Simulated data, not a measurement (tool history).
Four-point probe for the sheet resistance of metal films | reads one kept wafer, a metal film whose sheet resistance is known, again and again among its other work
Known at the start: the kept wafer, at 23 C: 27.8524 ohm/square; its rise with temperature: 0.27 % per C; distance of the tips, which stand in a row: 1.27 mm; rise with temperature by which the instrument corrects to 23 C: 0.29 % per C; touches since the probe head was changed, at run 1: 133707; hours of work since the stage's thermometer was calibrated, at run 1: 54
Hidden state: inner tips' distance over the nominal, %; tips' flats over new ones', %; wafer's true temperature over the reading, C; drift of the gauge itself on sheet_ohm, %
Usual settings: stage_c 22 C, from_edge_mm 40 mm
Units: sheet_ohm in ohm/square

run,day,stage_c,from_edge_mm,touches since the probe head was changed,hours of work since the stage's thermometer was calibrated,sheet_ohm
1,0.000,22,40,133707,54,27.742995
2,3.671,22,40,137642,113,27.758646
3,8.938,22,40,143290,199,27.745530
4,12.029,33,40,146606,249,27.686044
5,17.558,20,40,152534,338,27.750146
6,21.021,20,40,156245,394,27.746841
7,25.162,22,19,160689,461,27.780941
8,28.638,22,40,164413,517,27.730823
9,31.125,22,40,167081,557,27.731719
10,35.462,22,40,171731,628,27.727356
11,37.812,22,40,174251,666,27.730407
12,41.521,22,40,178230,726,27.729055
13,46.458,22,71,183523,805,27.707857
14,52.058,22,71,189527,896,27.705479
15,54.958,22,71,192636,943,27.707117
16,58.312,22,71,196235,997,27.707205
17,61.746,22,71,199914,1053,27.706579
18,67.412,22,71,205993,1144,27.690396
19,70.117,22,40,208893,1188,27.699544
20,72.600,22,40,211552,1228,27.706690
21,76.375,22,40,215600,1289,27.709977
22,78.917,22,40,218328,1330,27.709708
23,81.654,22,40,221260,1375,27.701451
24,86.933,20,4,226922,1460,29.114762
25,92.508,22,6,232901,1550,28.326441
26,96.200,25,6,236860,1610,28.324507
27,98.721,25,6,239561,1651,28.311514
28,101.579,25,6,242628,1697,28.312175
29,104.167,21,33,245403,1739,27.695874
# day 105.600: new probe head fitted
30,109.304,18,5,3976,1821,28.748485
# day 110.888: stage's thermometer calibrated
31,113.533,18,5,8485,43,28.697372
32,115.867,18,5,10988,81,28.703418
33,119.579,21,7,14969,141,28.231485
34,124.500,30,29,20246,220,27.730388
35,129.900,30,29,26034,307,27.738105
36,134.917,30,7,31416,389,28.184869
37,139.775,18,5,36626,467,28.673973
38,142.833,24,21,39906,517,27.796539
39,146.404,24,21,43732,574,27.774276
40,149.488,28,40,47037,624,27.706733
41,153.400,25,23,51235,688,27.753953
42,155.683,34,45,53684,725,27.680884
43,160.283,22,73,58613,799,27.729624
44,164.171,22,73,62785,862,27.708093

5 ways to go on from here, each from the tool as it stands after run 44. What would each give?
A,169.546,24,40,68544,949,?
B,169.546,31,22,68544,949,?
C,169.546,21,26,68544,949,?
D,169.546,18,7,68544,949,?
E,169.546,27,11,68544,949,?

run,sheet_ohm
A,27.720994
B,27.723187
C,27.759743
D,28.223189
E,27.902450
Without the tool's hidden state the same runs would have given:
run,sheet_ohm
A,27.858798
B,27.861300
C,27.897593
D,28.362999
E,28.041213
